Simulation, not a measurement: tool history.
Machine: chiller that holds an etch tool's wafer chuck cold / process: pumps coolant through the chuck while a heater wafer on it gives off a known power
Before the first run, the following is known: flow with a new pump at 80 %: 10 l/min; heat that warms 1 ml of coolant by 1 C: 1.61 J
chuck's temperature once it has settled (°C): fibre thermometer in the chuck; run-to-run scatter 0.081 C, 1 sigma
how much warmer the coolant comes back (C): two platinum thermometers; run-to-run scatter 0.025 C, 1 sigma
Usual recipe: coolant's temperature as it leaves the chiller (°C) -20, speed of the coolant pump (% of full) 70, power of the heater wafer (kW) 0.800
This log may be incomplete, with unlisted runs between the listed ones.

| run | hour | coolant's temperature as it leaves the chiller (°C) | speed of the coolant pump (% of full) | power of the heater wafer (kW) | chuck's temperature once it has settled (°C) | how much warmer the coolant comes back (C) |
|---|---|---|---|---|---|---|
| 1 | 0.0 | -20 | 70 | 0.800 | -13.48 | 3.48 |
| 2 | 67.1 | -20 | 70 | 0.800 | -13.36 | 3.48 |
| 3 | 140.1 | -20 | 70 | 0.800 | -13.47 | 3.44 |
| 4 | 177.6 | -18 | 70 | 0.800 | -11.52 | 3.46 |
| 5 | 245.5 | -18 | 70 | 0.800 | -11.37 | 3.46 |
| 6 | 312.3 | -18 | 70 | 0.800 | -11.42 | 3.45 |
| 7 | 362.1 | -20 | 76 | 0.800 | -13.86 | 3.15 |
| 8 | 439.5 | -20 | 76 | 0.800 | -13.96 | 3.12 |
| 9 | 513.2 | -20 | 76 | 0.800 | -13.91 | 3.11 |
| 10 | 569.6 | -20 | 76 | 0.800 | -13.95 | 3.09 |
| 11 | 606.5 | -20 | 70 | 0.800 | -13.36 | 3.42 |
| 12 | 668.1 | -20 | 70 | 0.800 | -13.34 | 3.41 |
| 13 | 726.4 | -20 | 70 | 0.800 | -13.40 | 3.40 |
| 14 | 807.0 | -20 | 70 | 1.094 | -10.99 | 4.68 |
| 15 | 875.2 | -20 | 70 | 0.800 | -13.55 | 3.38 |
| 16 | 909.6 | -20 | 70 | 0.800 | -13.26 | 3.40 |
| 17 | 962.1 | -20 | 70 | 0.800 | -13.45 | 3.42 |
| 18 | 995.8 | -20 | 70 | 0.800 | -13.39 | 3.41 |
| 19 | 1063.5 | -29 | 70 | 0.800 | -22.40 | 3.40 |
| 20 | 1114.4 | -11 | 86 | 0.800 | -5.51 | 2.63 |
| 21 | 1177.7 | -11 | 86 | 0.800 | -5.53 | 2.68 |
| 22 | 1235.3 | -17 | 94 | 0.742 | -12.20 | 2.18 |
| 23 | 1270.3 | -13 | 67 | 0.567 | -8.20 | 2.50 |
| 24 | 1317.7 | -11 | 63 | 0.866 | -3.17 | 4.08 |
| 25 | 1377.2 | -11 | 63 | 0.866 | -3.28 | 4.11 |

Run 26 comes next. What will it give?
| 26 | 1418.2 | -20 | 90 | 0.813 | ? | ? |

chuck's temperature once it has settled (°C): -14.47
how much warmer the coolant comes back (C): 2.56
Without the tool's hidden state the same run would have given chuck's temperature once it has settled (°C) -14.50, how much warmer the coolant comes back (C) 2.67.

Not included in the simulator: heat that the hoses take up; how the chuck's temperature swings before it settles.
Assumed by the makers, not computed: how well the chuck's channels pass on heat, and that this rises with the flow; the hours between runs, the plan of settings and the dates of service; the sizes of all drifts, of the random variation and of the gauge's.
